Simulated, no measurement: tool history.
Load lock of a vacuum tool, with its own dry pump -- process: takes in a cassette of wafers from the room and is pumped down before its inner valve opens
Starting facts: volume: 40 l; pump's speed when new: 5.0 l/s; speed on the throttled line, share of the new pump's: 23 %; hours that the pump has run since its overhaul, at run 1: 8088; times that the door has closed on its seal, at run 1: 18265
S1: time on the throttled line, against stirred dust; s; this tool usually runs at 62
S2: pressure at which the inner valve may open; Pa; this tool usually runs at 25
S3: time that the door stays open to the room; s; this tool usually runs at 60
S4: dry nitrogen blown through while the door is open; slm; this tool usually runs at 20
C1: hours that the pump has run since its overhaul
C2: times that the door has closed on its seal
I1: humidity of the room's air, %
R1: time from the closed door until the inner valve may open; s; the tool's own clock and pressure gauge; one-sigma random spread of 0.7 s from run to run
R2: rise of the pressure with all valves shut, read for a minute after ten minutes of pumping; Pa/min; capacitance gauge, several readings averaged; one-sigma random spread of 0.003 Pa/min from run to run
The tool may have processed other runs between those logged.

run 1 hour=0 | S1=62 S2=25 S3=60 S4=20 | C1=8088 C2=18265 | I1=43.7 | R1=118.7 R2=0.407
run 2 hour=102.1 | S1=62 S2=25 S3=60 S4=20 | C1=8190 C2=18514 | I1=44.9 | R1=119.4 R2=0.409
run 3 hour=206 | S1=62 S2=25 S3=60 S4=20 | C1=8294 C2=18768 | I1=47 | R1=120.3 R2=0.416
run 4 hour=385.1 | S1=62 S2=25 S3=60 S4=20 | C1=8473 C2=19206 | I1=44.8 | R1=121 R2=0.436
run 5 hour=509.8 | S1=62 S2=25 S3=60 S4=20 | C1=8598 C2=19511 | I1=48.9 | R1=120.2 R2=0.454
run 6 hour=712.7 | S1=62 S2=25 S3=60 S4=20 | C1=8801 C2=20007 | I1=45.8 | R1=119.2 R2=0.476
run 7 hour=902.5 | S1=62 S2=25 S3=60 S4=20 | C1=8990 C2=20471 | I1=44.9 | R1=121.1 R2=0.495
run 8 hour=1044.1 | S1=62 S2=25 S3=60 S4=20 | C1=9132 C2=20817 | I1=46.3 | R1=119.8 R2=0.501
run 9 hour=1202 | S1=62 S2=25 S3=60 S4=20 | C1=9290 C2=21203 | I1=42.4 | R1=120.8 R2=0.516
run 10 hour=1407.1 | S1=62 S2=25 S3=60 S4=20 | C1=9495 C2=21704 | I1=41.7 | R1=119.8 R2=0.543
run 11 hour=1524.4 | S1=74 S2=21 S3=60 S4=20 | C1=9612 C2=21991 | I1=49.1 | R1=130.8 R2=0.554
run 12 hour=1719.1 | S1=46 S2=20 S3=116 S4=20 | C1=9807 C2=22466 | I1=47.2 | R1=111.4 R2=0.583
run 13 hour=1816.1 | S1=46 S2=20 S3=116 S4=20 | C1=9904 C2=22703 | I1=45.1 | R1=110.1 R2=0.593
run 14 hour=1962.4 | S1=46 S2=20 S3=116 S4=20 | C1=10050 C2=23061 | I1=44.1 | R1=109.7 R2=0.612
run 15 hour=2181.3 | S1=45 S2=41 S3=114 S4=18 | C1=10269 C2=23596 | I1=45.7 | R1=102.9 R2=0.638
-- hour=2247.1 door's seal changed, seat wiped
run 16 hour=2302.9 | S1=45 S2=41 S3=114 S4=18 | C1=10389 C2=136 | I1=47.3 | R1=103.7 R2=0.023
run 17 hour=2487.5 | S1=96 S2=25 S3=60 S4=45 | C1=10574 C2=588 | I1=44.8 | R1=146.2 R2=0.011
run 18 hour=2636.1 | S1=62 S2=47 S3=113 S4=20 | C1=10722 C2=951 | I1=44.4 | R1=115.1 R2=0.032
run 19 hour=2818.1 | S1=65 S2=47 S3=40 S4=19 | C1=10904 C2=1395 | I1=44.7 | R1=117.3 R2=0.026
run 20 hour=3002.2 | S1=65 S2=47 S3=40 S4=19 | C1=11088 C2=1845 | I1=44.5 | R1=116.7 R2=0.032

Some steps in R1 between neighbouring runs. How much of each would the tool show without its hidden state too (settings, what came in, random variation), and how much is left for the hidden state, with any gauge scatter that isn't in both results?
The hidden state here: pump's speed, % of a new pump's; leak at the door's seal, Pa l/s; drift of the gauge itself on ready_s, %; drift of the gauge itself on rise_pa_min, %.
Run 11 -> 12: S1 74 -> 46, S2 21 -> 20, S3 60 -> 116. R1 -19.4 s: hidden state +0.8, all else -20.2.
Run 16 -> 17: S1 45 -> 96, S2 41 -> 25, S3 114 -> 60, S4 18 -> 45. R1 +42.5 s: hidden state -0.8, all else +43.3.
Run 17 -> 18: S1 96 -> 62, S2 25 -> 47, S3 60 -> 113, S4 45 -> 20. R1 -31.1 s: hidden state +0.4, all else -31.5.
